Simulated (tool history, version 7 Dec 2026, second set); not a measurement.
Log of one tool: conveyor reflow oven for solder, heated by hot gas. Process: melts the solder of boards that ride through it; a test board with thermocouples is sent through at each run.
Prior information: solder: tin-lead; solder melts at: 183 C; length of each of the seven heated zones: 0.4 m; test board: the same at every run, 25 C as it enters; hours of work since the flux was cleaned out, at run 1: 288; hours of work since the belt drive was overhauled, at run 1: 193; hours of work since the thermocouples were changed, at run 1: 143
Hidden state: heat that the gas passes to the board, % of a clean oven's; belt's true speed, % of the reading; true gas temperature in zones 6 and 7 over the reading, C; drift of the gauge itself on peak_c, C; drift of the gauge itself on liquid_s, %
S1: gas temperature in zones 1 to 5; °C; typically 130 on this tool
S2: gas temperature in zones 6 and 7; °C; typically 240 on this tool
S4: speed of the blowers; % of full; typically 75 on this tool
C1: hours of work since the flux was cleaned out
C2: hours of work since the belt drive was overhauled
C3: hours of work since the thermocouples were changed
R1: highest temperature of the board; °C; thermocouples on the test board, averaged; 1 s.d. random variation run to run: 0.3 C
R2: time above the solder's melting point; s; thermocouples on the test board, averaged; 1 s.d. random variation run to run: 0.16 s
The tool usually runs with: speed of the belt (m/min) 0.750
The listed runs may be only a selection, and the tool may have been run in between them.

run 1 hour=0.0 | S1=130 S2=240 speed_of_the_belt_(m/min)=0.750 S4=75 | C1=288 C2=193 C3=143 | R1=219.9 R2=47.7
run 2 hour=17.6 | S1=130 S2=240 speed_of_the_belt_(m/min)=0.750 S4=75 | C1=296 C2=201 C3=150 | R1=220.8 R2=47.7
run 3 hour=33.1 | S1=130 S2=240 speed_of_the_belt_(m/min)=0.750 S4=75 | C1=303 C2=207 C3=157 | R1=220.3 R2=47.8
run 4 hour=55.1 | S1=130 S2=240 speed_of_the_belt_(m/min)=0.750 S4=75 | C1=312 C2=217 C3=167 | R1=220.3 R2=47.2
run 5 hour=74.9 | S1=130 S2=240 speed_of_the_belt_(m/min)=0.679 S4=75 | C1=321 C2=225 C3=175 | R1=222.9 R2=55.3
run 6 hour=107.6 | S1=130 S2=240 speed_of_the_belt_(m/min)=0.679 S4=75 | C1=335 C2=240 C3=189 | R1=223.3 R2=55.1
run 7 hour=135.5 | S1=130 S2=240 speed_of_the_belt_(m/min)=0.605 S4=75 | C1=347 C2=252 C3=201 | R1=227.2 R2=64.7
run 8 hour=156.2 | S1=130 S2=240 speed_of_the_belt_(m/min)=0.631 S4=75 | C1=356 C2=261 C3=210 | R1=225.4 R2=61.1
run 9 hour=170.1 | S1=130 S2=240 speed_of_the_belt_(m/min)=0.631 S4=75 | C1=362 C2=267 C3=216 | R1=225.3 R2=61.1
run 10 hour=184.3 | S1=130 S2=234 speed_of_the_belt_(m/min)=0.687 S4=51 | C1=368 C2=273 C3=223 | R1=212.4 R2=45.8
run 11 hour=197.9 | S1=142 S2=229 speed_of_the_belt_(m/min)=0.643 S4=51 | C1=374 C2=279 C3=229 | R1=212.4 R2=54.0
run 12 hour=220.8 | S1=142 S2=229 speed_of_the_belt_(m/min)=0.643 S4=51 | C1=384 C2=289 C3=238 | R1=212.4 R2=53.7

Alternative continuations, all from the tool just after run 12; predict every row:
-- hour=242.9 flux residue cleaned out of gas plates and filters
run A hour=243.9 | S1=142 S2=229 speed_of_the_belt_(m/min)=0.619 S4=53 | C1=0 C2=296 C3=246 | R1=? R2=?
-- hour=242.9 flux residue cleaned out of gas plates and filters
run B hour=243.9 | S1=142 S2=229 speed_of_the_belt_(m/min)=0.643 S4=76 | C1=0 C2=296 C3=246 | R1=? R2=?
-- hour=242.9 flux residue cleaned out of gas plates and filters
run C hour=243.9 | S1=142 S2=229 speed_of_the_belt_(m/min)=0.717 S4=70 | C1=0 C2=296 C3=246 | R1=? R2=?

run=A R1=216.7 R2=60.3
run=B R1=219.4 R2=60.3
run=C R1=216.0 R2=51.8
What these runs would have given with no unlogged condition in the tool:
run=A R1=217.0 R2=60.0
run=B R1=219.7 R2=60.0
run=C R1=216.3 R2=51.6
